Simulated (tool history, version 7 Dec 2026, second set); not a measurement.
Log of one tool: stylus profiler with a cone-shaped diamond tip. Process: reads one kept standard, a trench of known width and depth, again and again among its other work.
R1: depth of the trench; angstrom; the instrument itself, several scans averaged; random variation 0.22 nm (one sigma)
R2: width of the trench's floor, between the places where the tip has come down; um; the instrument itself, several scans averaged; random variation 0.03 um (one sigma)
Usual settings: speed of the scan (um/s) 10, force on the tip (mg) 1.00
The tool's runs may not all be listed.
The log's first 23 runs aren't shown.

{"run": 24, "hour": 2120.0, "speed of the scan (um/s)": 35, "force on the tip (mg)": 2.76, "R1": 10121.4, "R2": 22.41}
{"run": 25, "hour": 2192.8, "speed of the scan (um/s)": 14, "force on the tip (mg)": 0.42, "R1": 10048.4, "R2": 22.43}
{"run": 26, "hour": 2305.1, "speed of the scan (um/s)": 14, "force on the tip (mg)": 0.42, "R1": 10051.8, "R2": 22.41}
{"run": 27, "hour": 2444.1, "speed of the scan (um/s)": 10, "force on the tip (mg)": 0.45, "R1": 10054.3, "R2": 22.39}
{"run": 28, "hour": 2538.6, "speed of the scan (um/s)": 9, "force on the tip (mg)": 2.35, "R1": 10123.9, "R2": 22.41}
{"run": 29, "hour": 2673.5, "speed of the scan (um/s)": 9, "force on the tip (mg)": 2.35, "R1": 10121.7, "R2": 22.37}
{"run": 30, "hour": 2788.4, "speed of the scan (um/s)": 9, "force on the tip (mg)": 2.35, "R1": 10125.3, "R2": 22.33}
{"run": 31, "hour": 2927.8, "speed of the scan (um/s)": 9, "force on the tip (mg)": 2.35, "R1": 10124.9, "R2": 22.34}
{"run": 32, "hour": 3025.0, "speed of the scan (um/s)": 19, "force on the tip (mg)": 0.35, "R1": 10058.7, "R2": 22.09}
{"run": 33, "hour": 3168.0, "speed of the scan (um/s)": 33, "force on the tip (mg)": 1.06, "R1": 10093.0, "R2": 22.08}
{"run": 34, "hour": 3247.5, "speed of the scan (um/s)": 33, "force on the tip (mg)": 1.06, "R1": 10096.6, "R2": 22.07}

The next listed run, before its measurement:
{"run": 35, "hour": 3337.6, "speed of the scan (um/s)": 33, "force on the tip (mg)": 1.06, "R1": "?", "R2": "?"}

{"run 35": {"R1": 10096.2, "R2": 21.97}}
Without the tool's hidden state the same run would have given R1 10053.4 angstrom, R2 23.76 um.
